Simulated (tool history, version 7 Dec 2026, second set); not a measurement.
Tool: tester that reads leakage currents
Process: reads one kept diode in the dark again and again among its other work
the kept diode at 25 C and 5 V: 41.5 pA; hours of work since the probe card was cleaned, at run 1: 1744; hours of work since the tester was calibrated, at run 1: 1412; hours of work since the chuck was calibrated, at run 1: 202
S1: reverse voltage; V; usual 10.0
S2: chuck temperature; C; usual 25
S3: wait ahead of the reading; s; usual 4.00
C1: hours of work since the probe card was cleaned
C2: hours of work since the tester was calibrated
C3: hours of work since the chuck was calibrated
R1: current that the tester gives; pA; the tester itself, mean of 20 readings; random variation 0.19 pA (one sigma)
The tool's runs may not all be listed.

run    hour    S1  S2    S3    C1    C2   C3      R1
  1     0.0  10.0  25  4.00  1744  1412  202   66.99
  2    84.5  10.0  25  4.00  1803  1471  261   67.62
  3   173.3  10.0  25  4.00  1864  1533  323   68.66
  4   243.9   3.0  25  4.00  1913  1582  372   35.29
  5   333.1   3.0  25  9.51  1975  1644  434   35.71
  6   427.0  10.8  25  9.51  2041  1709  499   74.24
  7   533.3  10.8  25  2.83  2115  1783  573   75.50
  8   607.3  10.8  25  2.83  2166  1834  625   76.44
      697.0  -- chuck's temperature calibrated
  9   718.5  10.8  25  2.83  2242  1910   15   83.11
 10   793.2  10.8  25  2.83  2294  1962   67   84.15
 11   908.7  10.0  25  4.00  2374  2042  147   81.88
 12   968.7  18.2  25  4.00  2416  2084  189  116.15
 13  1030.6  18.2  25  4.00  2459  2127  232  116.89
     1050.2  -- chuck's temperature calibrated, once more
 14  1086.9   1.5  21  0.37  2497  2165   25   16.66
 15  1205.3   2.3  21  2.14  2579  2247  108   20.96
 16  1308.3   2.3  21  2.14  2650  2319  179   21.17
 17  1424.6   2.3  21  2.14  2731  2400  260   21.56
 18  1538.0   1.5  25  4.40  2810  2478  339   24.42
 19  1617.8   1.5  25  4.40  2866  2534  394   24.90
     1628.6  -- probe card cleaned and baked
 20  1677.5   1.5  31  1.75    34  2573  434   41.57
 21  1777.5   7.4  41  3.80   103  2643  503  233.46

Run 22 comes next. What will it give?
 22  1848.0  7.5  31  0.34  152  2692  552   ?

Run 22 gave R1 104.83 pA.
Without the tool's hidden state the same run would have given R1 92.05 pA.
